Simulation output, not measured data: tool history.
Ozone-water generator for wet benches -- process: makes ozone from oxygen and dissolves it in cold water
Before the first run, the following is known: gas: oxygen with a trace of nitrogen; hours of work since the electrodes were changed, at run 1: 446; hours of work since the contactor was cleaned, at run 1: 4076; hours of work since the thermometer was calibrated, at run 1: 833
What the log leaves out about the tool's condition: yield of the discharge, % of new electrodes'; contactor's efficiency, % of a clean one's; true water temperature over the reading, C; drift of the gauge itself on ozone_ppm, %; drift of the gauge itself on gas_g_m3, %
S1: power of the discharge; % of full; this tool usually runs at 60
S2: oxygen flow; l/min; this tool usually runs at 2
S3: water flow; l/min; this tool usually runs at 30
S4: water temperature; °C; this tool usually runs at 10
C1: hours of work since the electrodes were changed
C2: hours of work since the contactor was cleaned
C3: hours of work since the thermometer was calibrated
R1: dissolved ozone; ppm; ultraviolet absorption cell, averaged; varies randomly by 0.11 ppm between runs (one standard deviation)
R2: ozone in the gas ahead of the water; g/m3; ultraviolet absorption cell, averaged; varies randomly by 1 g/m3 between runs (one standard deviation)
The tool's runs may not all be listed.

{"run": 1, "day": 0.0, "S1": 60, "S2": 2, "S3": 30, "S4": 10, "C1": 446, "C2": 4076, "C3": 833, "R1": 8.7, "R2": 181.2}
{"run": 2, "day": 7.383, "S1": 60, "S2": 2, "S3": 30, "S4": 10, "C1": 590, "C2": 4220, "C3": 977, "R1": 8.7, "R2": 183.3}
{"run": 3, "day": 14.275, "S1": 60, "S2": 2, "S3": 30, "S4": 10, "C1": 725, "C2": 4354, "C3": 1112, "R1": 8.6, "R2": 182.9}
{"run": 4, "day": 20.554, "S1": 60, "S2": 2, "S3": 30, "S4": 10, "C1": 847, "C2": 4477, "C3": 1234, "R1": 8.8, "R2": 180.8}
{"run": 5, "day": 25.0, "S1": 60, "S2": 2.5, "S3": 30, "S4": 10, "C1": 934, "C2": 4564, "C3": 1321, "R1": 9.6, "R2": 161.3}
{"run": 6, "day": 32.604, "S1": 60, "S2": 2.5, "S3": 30, "S4": 10, "C1": 1082, "C2": 4712, "C3": 1469, "R1": 9.3, "R2": 164.7}
{"run": 7, "day": 40.571, "S1": 60, "S2": 2, "S3": 30, "S4": 6, "C1": 1238, "C2": 4867, "C3": 1625, "R1": 8.7, "R2": 180.2}
{"run": 8, "day": 43.967, "S1": 60, "S2": 2, "S3": 30, "S4": 6, "C1": 1304, "C2": 4934, "C3": 1691, "R1": 8.8, "R2": 180.6}
{"run": 9, "day": 50.438, "S1": 60, "S2": 2, "S3": 30, "S4": 10, "C1": 1430, "C2": 5060, "C3": 1817, "R1": 8.6, "R2": 177.1}
{"run": 10, "day": 54.117, "S1": 60, "S2": 2, "S3": 30, "S4": 10, "C1": 1502, "C2": 5132, "C3": 1889, "R1": 8.7, "R2": 180.7}
{"day": 54.775, "done": "contactor cleaned"}
{"run": 11, "day": 61.483, "S1": 60, "S2": 2, "S3": 30, "S4": 10, "C1": 1642, "C2": 131, "C3": 2029, "R1": 8.5, "R2": 179.1}
{"run": 12, "day": 64.85, "S1": 60, "S2": 2, "S3": 30, "S4": 10, "C1": 1708, "C2": 197, "C3": 2095, "R1": 8.4, "R2": 178}
{"run": 13, "day": 70.738, "S1": 60, "S2": 2, "S3": 30, "S4": 10, "C1": 1823, "C2": 311, "C3": 2210, "R1": 8.4, "R2": 179.1}
{"run": 14, "day": 76.988, "S1": 60, "S2": 2, "S3": 48, "S4": 13, "C1": 1945, "C2": 433, "C3": 2332, "R1": 4.9, "R2": 179.7}
{"run": 15, "day": 81.829, "S1": 60, "S2": 2, "S3": 48, "S4": 13, "C1": 2039, "C2": 528, "C3": 2426, "R1": 5.1, "R2": 176.3}
{"run": 16, "day": 85.229, "S1": 60, "S2": 2, "S3": 48, "S4": 13, "C1": 2105, "C2": 594, "C3": 2493, "R1": 4.9, "R2": 176.6}
{"day": 88.142, "done": "contactor cleaned, once more"}
{"run": 17, "day": 93.321, "S1": 60, "S2": 1.57, "S3": 48, "S4": 11, "C1": 2260, "C2": 101, "C3": 2647, "R1": 4.8, "R2": 197}
{"run": 18, "day": 97.162, "S1": 60, "S2": 1.57, "S3": 48, "S4": 11, "C1": 2335, "C2": 176, "C3": 2722, "R1": 4.7, "R2": 199.4}
{"run": 19, "day": 102.442, "S1": 68, "S2": 2, "S3": 30, "S4": 5, "C1": 2438, "C2": 279, "C3": 2825, "R1": 9.8, "R2": 195.1}
{"run": 20, "day": 110.05, "S1": 53, "S2": 2.58, "S3": 32, "S4": 12, "C1": 2586, "C2": 427, "C3": 2974, "R1": 7.8, "R2": 142.2}
{"run": 21, "day": 113.483, "S1": 53, "S2": 2.58, "S3": 32, "S4": 12, "C1": 2653, "C2": 494, "C3": 3041, "R1": 7.9, "R2": 141.4}
{"run": 22, "day": 121.108, "S1": 54, "S2": 3.4, "S3": 27, "S4": 16, "C1": 2802, "C2": 643, "C3": 3189, "R1": 9.9, "R2": 126.4}
{"run": 23, "day": 128.733, "S1": 87, "S2": 2, "S3": 30, "S4": 13, "C1": 2951, "C2": 792, "C3": 3338, "R1": 11.3, "R2": 233}

Consider 3 possible next runs. They are alternatives, not a sequence: every one starts from the tool as it was left by run 23. What does each give?
{"run": "A", "day": 133.308, "S1": 52, "S2": 1.93, "S3": 30, "S4": 5, "C1": 3040, "C2": 881, "C3": 3427, "R1": "?", "R2": "?"}
{"run": "B", "day": 133.308, "S1": 78, "S2": 1.97, "S3": 30, "S4": 13, "C1": 3040, "C2": 881, "C3": 3427, "R1": "?", "R2": "?"}
{"run": "C", "day": 133.308, "S1": 98, "S2": 1.87, "S3": 30, "S4": 10, "C1": 3040, "C2": 881, "C3": 3427, "R1": "?", "R2": "?"}

run=A R1=7.9 R2=159.2
run=B R1=10.4 R2=217.5
run=C R1=12.1 R2=265.1
The same runs, with their run-to-run variation unchanged, on a tool lacking any hidden condition would have given:
run=A R1=8.3 R2=165.5
run=B R1=11 R2=229.9
run=C R1=12.9 R2=282.9
